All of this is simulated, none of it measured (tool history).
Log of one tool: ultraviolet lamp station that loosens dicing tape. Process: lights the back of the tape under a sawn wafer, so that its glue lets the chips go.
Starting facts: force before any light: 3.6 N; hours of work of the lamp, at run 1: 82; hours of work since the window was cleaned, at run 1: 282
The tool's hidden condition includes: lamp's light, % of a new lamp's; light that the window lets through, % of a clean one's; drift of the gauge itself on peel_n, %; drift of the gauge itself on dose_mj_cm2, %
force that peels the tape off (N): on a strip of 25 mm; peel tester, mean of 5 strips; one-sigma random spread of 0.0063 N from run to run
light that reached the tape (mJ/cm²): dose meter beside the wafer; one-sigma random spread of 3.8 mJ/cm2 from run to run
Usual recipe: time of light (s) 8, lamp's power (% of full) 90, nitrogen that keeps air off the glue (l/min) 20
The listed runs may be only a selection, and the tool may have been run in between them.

| run | hour | time of light (s) | lamp's power (% of full) | nitrogen that keeps air off the glue (l/min) | hours of work of the lamp | hours of work since the window was cleaned | force that peels the tape off (N) | light that reached the tape (mJ/cm²) |
|---|---|---|---|---|---|---|---|---|
| 1 | 0 | 8 | 90 | 20 | 82 | 282 | 0.188 | 635 |
| 2 | 9.9 | 8 | 90 | 20 | 87 | 287 | 0.187 | 640 |
| 3 | 21.1 | 8 | 90 | 20 | 92 | 293 | 0.191 | 647 |
| 4 | 29.2 | 8 | 90 | 20 | 96 | 296 | 0.183 | 642 |
| 5 | 39.3 | 8 | 90 | 20 | 101 | 301 | 0.198 | 639 |
| 6 | 50.7 | 11 | 90 | 20 | 106 | 307 | 0.161 | 877 |
| 7 | 60.1 | 6 | 90 | 20 | 111 | 311 | 0.257 | 474 |
| 8 | 70.5 | 8 | 90 | 6 | 116 | 316 | 0.313 | 637 |
| 9 | 80.2 | 8 | 90 | 20 | 120 | 321 | 0.183 | 635 |
| 10 | 89.7 | 8 | 90 | 20 | 125 | 325 | 0.187 | 643 |
| 11 | 101.3 | 8 | 90 | 20 | 131 | 331 | 0.196 | 638 |
| 12 | 111.1 | 8 | 90 | 20 | 135 | 336 | 0.208 | 646 |
| 13 | 122.3 | 8 | 90 | 20 | 141 | 341 | 0.191 | 640 |
| 14 | 132.2 | 8 | 90 | 20 | 145 | 346 | 0.196 | 641 |
| 15 | 140.2 | 8 | 90 | 20 | 149 | 350 | 0.189 | 641 |
| 16 | 151.1 | 8 | 90 | 20 | 155 | 355 | 0.202 | 640 |
| 17 | 159.7 | 13 | 90 | 20 | 159 | 359 | 0.156 | 1038 |
| 18 | 168 | 13 | 90 | 20 | 163 | 363 | 0.163 | 1033 |
| 19 | 175.9 | 8 | 90 | 24 | 166 | 367 | 0.191 | 639 |
| 20 | 184.6 | 8 | 90 | 24 | 171 | 371 | 0.182 | 638 |
| 21 | 190.6 | 8 | 90 | 24 | 174 | 374 | 0.18 | 639 |
| 22 | 201.7 | 8 | 91 | 20 | 179 | 379 | 0.188 | 647 |
| 23 | 210.1 | 8 | 90 | 20 | 183 | 383 | 0.194 | 637 |
| 24 | 216.6 | 9 | 80 | 20 | 186 | 386 | 0.189 | 640 |
| 25 | 226.1 | 8 | 72 | 8 | 191 | 391 | 0.389 | 508 |
| 26 | 233.1 | 8 | 72 | 8 | 194 | 394 | 0.396 | 516 |
| 27 | 243 | 14 | 67 | 16 | 199 | 399 | 0.175 | 836 |
| 28 | 250.1 | 5 | 94 | 24 | 202 | 402 | 0.292 | 419 |
| 29 | 258.3 | 8 | 79 | 24 | 206 | 406 | 0.2 | 560 |
| 30 | 269.8 | 6 | 79 | 14 | 212 | 412 | 0.369 | 421 |
| 31 | 276.1 | 8 | 73 | 37 | 215 | 415 | 0.194 | 517 |
| 32 | 287.8 | 8 | 60 | 20 | 220 | 421 | 0.315 | 419 |

Estimate the outcome of run 33 from the log above:
| 33 | 293.6 | 6 | 63 | 15 | 223 | 423 | ? | ? |

Run 33 gave force that peels the tape off (N) 0.523, light that reached the tape (mJ/cm²) 336.
Take away the tool's hidden state, keep the run-to-run variation as it was, and the same run would have given force that peels the tape off (N) 0.522, light that reached the tape (mJ/cm²) 336.

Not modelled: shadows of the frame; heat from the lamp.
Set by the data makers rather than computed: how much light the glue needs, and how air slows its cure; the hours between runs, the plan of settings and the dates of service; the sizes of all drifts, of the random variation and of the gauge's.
